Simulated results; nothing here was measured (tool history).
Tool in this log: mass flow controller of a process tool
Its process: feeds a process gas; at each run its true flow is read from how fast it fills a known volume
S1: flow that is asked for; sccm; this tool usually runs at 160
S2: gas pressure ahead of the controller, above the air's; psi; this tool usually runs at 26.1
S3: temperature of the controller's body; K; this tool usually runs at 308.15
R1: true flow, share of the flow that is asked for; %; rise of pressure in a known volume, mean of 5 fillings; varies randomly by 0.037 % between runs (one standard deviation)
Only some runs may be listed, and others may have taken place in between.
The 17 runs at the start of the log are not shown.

run,hour,S1,S2,S3,R1
18,5200.6,189,26.1,306.15,99.54
# hour 5262.2: controller exchanged for a calibrated one
19,5403.7,160,26.1,304.15,99.17
20,5676.4,160,26.1,311.15,99.01
21,6095.1,160,26.1,311.15,98.93
22,6483.8,38,30.3,308.15,97.30
23,6780.3,160,26.1,293.15,99.44
24,7084.3,101,26.1,313.15,98.09
25,7461.8,43,22.8,308.15,97.25
26,7741.1,43,23.6,308.15,97.28
27,8133.6,42,26.0,308.15,97.35
28,8447.1,42,26.0,308.15,97.22
29,8661.3,170,26.1,308.15,99.23
30,8847.0,170,26.1,308.15,99.24
31,9186.4,170,26.1,308.15,99.29
32,9502.7,170,26.1,308.15,99.25
33,9797.9,160,28.3,296.15,99.42
34,10236.2,82,20.9,310.15,97.67
35,10522.7,82,20.9,310.15,97.74
36,10937.9,122,27.8,310.15,98.53
37,11247.9,83,27.0,309.15,97.93
38,11589.1,83,27.0,309.15,97.87
39,11797.3,160,40.0,308.15,99.40
40,12134.9,70,26.1,299.15,97.94
41,12444.0,70,34.4,298.15,98.07

What if the next run were any one of these 4? Each begins from the tool's condition after run 41:
A,12820.9,55,34.4,298.15,?
B,12820.9,48,34.4,298.15,?
C,12820.9,160,22.0,308.15,?
D,12820.9,49,34.8,301.15,?

run,R1
A,97.91
B,97.82
C,98.99
D,97.73
The same runs, with their run-to-run variation unchanged, on a tool lacking any hidden condition would have given:
run,R1
A,97.92
B,97.82
C,98.99
D,97.74

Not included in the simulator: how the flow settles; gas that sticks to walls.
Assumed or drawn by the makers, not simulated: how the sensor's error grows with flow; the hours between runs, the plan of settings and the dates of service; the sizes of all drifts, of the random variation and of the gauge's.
